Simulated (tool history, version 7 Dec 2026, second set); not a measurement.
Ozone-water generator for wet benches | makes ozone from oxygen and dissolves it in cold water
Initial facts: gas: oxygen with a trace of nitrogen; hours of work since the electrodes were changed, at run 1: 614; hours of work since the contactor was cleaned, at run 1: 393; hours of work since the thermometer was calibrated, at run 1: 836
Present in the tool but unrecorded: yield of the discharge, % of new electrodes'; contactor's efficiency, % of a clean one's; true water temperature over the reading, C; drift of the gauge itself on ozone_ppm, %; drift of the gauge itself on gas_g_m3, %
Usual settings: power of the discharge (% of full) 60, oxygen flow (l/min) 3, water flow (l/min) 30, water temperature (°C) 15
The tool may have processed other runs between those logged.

run	hour	power of the discharge (% of full)	oxygen flow (l/min)	water flow (l/min)	water temperature (°C)	hours of work since the electrodes were changed	hours of work since the contactor was cleaned	hours of work since the thermometer was calibrated	dissolved ozone (ppm)	ozone in the gas ahead of the water (g/m3)
1	0	60	3	30	15	614	393	836	12.2	187.3
2	44.9	60	3	30	15	653	431	875	12.2	185.9
3	108.4	60	3	30	15	707	486	929	12.1	186.6
4	161.4	60	3	30	15	752	531	974	12.2	185.9
5	204.5	60	3	30	15	789	568	1011	12.2	186.7
6	234.6	60	3	30	15	815	593	1037	12	186.8
7	278.7	60	3	30	15	852	631	1075	12.2	187
8	320.4	60	3	30	14	888	667	1110	12.1	186.7
9	372.6	60	3	30	14	933	711	1155	12.4	186.7
10	429.6	60	3	30	14	981	760	1203	12.5	186.9
11	488.7	60	3	30	14	1032	811	1254	12.3	185.7
12	553	60	3	30	15	1087	866	1309	12.3	186.6
13	614.5	60	3	30	15	1140	918	1362	12.3	186
14	656.9	60	3	30	15	1176	954	1398	12.1	186.6
15	716.6	60	3	30	15	1227	1005	1449	12.1	187
16	746.5	60	3	30	15	1252	1031	1474	12.2	187.2
17	808.6	69	4.07	23	14	1305	1084	1527	18.1	173.7
18	838.3	68	3	30	13	1331	1109	1553	13.3	201.2
19	880.9	68	3	30	13	1367	1146	1589	13.6	202.1
20	933	46	3	19	15	1412	1190	1634	15	156.8
21	975.8	60	4.77	25	7	1448	1227	1670	16.5	144
22	1013.8	86	2.73	30	15	1481	1259	1703	15.3	250.6
23	1068.8	60	1.5	37	15	1528	1306	1750	7.9	273.4
24	1100	87	3	18	20	1554	1333	1777	22.9	239.9
25	1135.3	87	3	18	20	1585	1363	1807	22.8	240.5
26	1198.2	87	3	18	20	1638	1417	1860	22.8	240.2
27	1233	87	3	18	20	1668	1447	1890	22.9	239.3
28	1267.5	60	3.39	30	15	1698	1476	1920	12.5	174.7
29	1322.7	60	3.21	30	20	1745	1523	1967	11.8	181.4
30	1363.4	80	1.77	30	15	1780	1558	2002	13	301.5
31	1424.7	60	2.85	30	15	1832	1611	2054	12	192.1
32	1459.3	60	2.85	30	15	1862	1640	2084	12.1	190.9

Predict each of these 4 candidate next runs independently; none follows another, all start after run 32:
A	1517	60	2.85	30	9	1911	1690	2133	?	?
B	1517	60	1.8	30	9	1911	1690	2133	?	?
C	1517	60	1.53	43	15	1911	1690	2133	?	?
D	1517	41	4.2	26	15	1911	1690	2133	?	?

run	dissolved ozone (ppm)	ozone in the gas ahead of the water (g/m3)
A	12.5	190.5
B	11	245.8
C	7	267.8
D	11.4	120.3
Without the tool's unlogged condition, the same runs would have read:
run	dissolved ozone (ppm)	ozone in the gas ahead of the water (g/m3)
A	12.5	190.6
B	11	245.9
C	7	268
D	11.4	120.4

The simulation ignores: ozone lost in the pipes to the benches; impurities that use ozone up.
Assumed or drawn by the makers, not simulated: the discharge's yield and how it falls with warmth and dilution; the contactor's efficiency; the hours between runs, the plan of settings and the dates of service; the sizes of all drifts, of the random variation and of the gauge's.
